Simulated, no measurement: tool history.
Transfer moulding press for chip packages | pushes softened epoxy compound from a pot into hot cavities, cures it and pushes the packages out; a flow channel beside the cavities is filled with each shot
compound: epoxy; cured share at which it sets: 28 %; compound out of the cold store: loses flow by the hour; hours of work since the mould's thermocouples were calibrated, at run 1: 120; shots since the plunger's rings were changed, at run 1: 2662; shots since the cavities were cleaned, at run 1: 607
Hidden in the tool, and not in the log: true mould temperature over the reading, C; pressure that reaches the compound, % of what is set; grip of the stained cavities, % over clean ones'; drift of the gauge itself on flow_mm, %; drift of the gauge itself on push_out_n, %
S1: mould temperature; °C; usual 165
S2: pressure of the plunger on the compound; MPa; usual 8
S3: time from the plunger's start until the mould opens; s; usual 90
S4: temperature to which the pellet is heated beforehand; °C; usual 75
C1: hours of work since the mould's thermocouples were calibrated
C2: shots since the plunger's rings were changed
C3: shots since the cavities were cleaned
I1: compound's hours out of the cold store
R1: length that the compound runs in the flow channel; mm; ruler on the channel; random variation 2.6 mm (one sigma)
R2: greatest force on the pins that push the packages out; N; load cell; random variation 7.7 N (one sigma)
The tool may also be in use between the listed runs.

run   hour   S1    S2   S3  S4   C1    C2   C3    I1   R1   R2
  1      0  165     8   90  75  120  2662  607  41.2  759  392
       6.5  -- cavities cleaned with cleaning compound and waxed
  2    8.7  169     8   90  75  123  2718   17  11.1  930  356
  3   14.4  159     8   90  75  125  2762   61  47.9  732  502
      19.1  -- plunger's sealing rings changed
  4   21.5  159     8   90  75  127    18   96  17.4  905  592
  5   25.9  159     8   90  75  129    52  130  10.3  965  614
  6   30.9  165     8   90  75  131    91  169  10.8  938  424
  7   36.7  165     8   90  75  134   135  213  41.6  759  402
  8     44  165     8  125  75  137   192  270  22.6  865  323
  9   51.5  165     8  125  75  140   249  327  36.1  786  323
 10   55.5  165     8   90  75  142   280  358    34  798  391
 11   60.4  165     8   90  75  144   318  396  34.8  797  391
 12   66.3  165     8   90  75  146   363  441  37.6  775  391
 13   72.6  165     8   90  75  149   411  489    46  732  379
 14   78.4  165     8   90  75  151   456  534  10.6  942  422
 15   88.2  165     8   90  75  156   532  610  12.8  934  420
      94.1  -- cavities cleaned with cleaning compound and waxed
 16   94.2  167     8   90  75  157   566    1  11.3  932  375
 17   98.7  165     8   90  73  159   601   36  46.1  730  383
 18  107.4  165     8   90  73  163   668  103  22.8  869  399
 19  117.3  165     8   90  83  167   745  180  11.9  935  412
 20  126.7  167   9.5  123  84  171   817  252  24.4  925  329
 21  131.8  169     8  129  84  173   856  291  29.9  811  316
 22  140.5  169   7.3   82  82  177   923  358  12.6  878  392
 23  145.1  158     8   88  75  179   958  393    22  889  654
 24    151  170     8   98  68  181  1004  439  17.6  885  336
 25  159.7  170     8   98  68  185  1071  506  35.9  778  337
 26  165.7  170     8   98  68  188  1117  552    25  841  342
 27  175.2  170  8.73  125  68  192  1191  626  20.3  912  330
     178.6  -- cavities cleaned with cleaning compound and waxed
 28  186.1  162  8.73   83  82  196  1262   57  47.4  762  500
 29  194.5  162  8.73   83  82  199  1328  123  44.3  780  495

Forecast each of these 3 alternatives for the next run:
  A  201.8  164     8  90  84  202  1384  179  25.8   ?   ?
  B  201.8  159  7.35  83  82  202  1384  179  17.4   ?   ?
  C  201.8  165     8  92  75  202  1384  179  43.4   ?   ?

run   R1   R2
  A  849  418
  B  879  700
  C  755  366
Without the tool's hidden state the same runs would have given:
run   R1   R2
  A  850  417
  B  879  699
  C  755  365

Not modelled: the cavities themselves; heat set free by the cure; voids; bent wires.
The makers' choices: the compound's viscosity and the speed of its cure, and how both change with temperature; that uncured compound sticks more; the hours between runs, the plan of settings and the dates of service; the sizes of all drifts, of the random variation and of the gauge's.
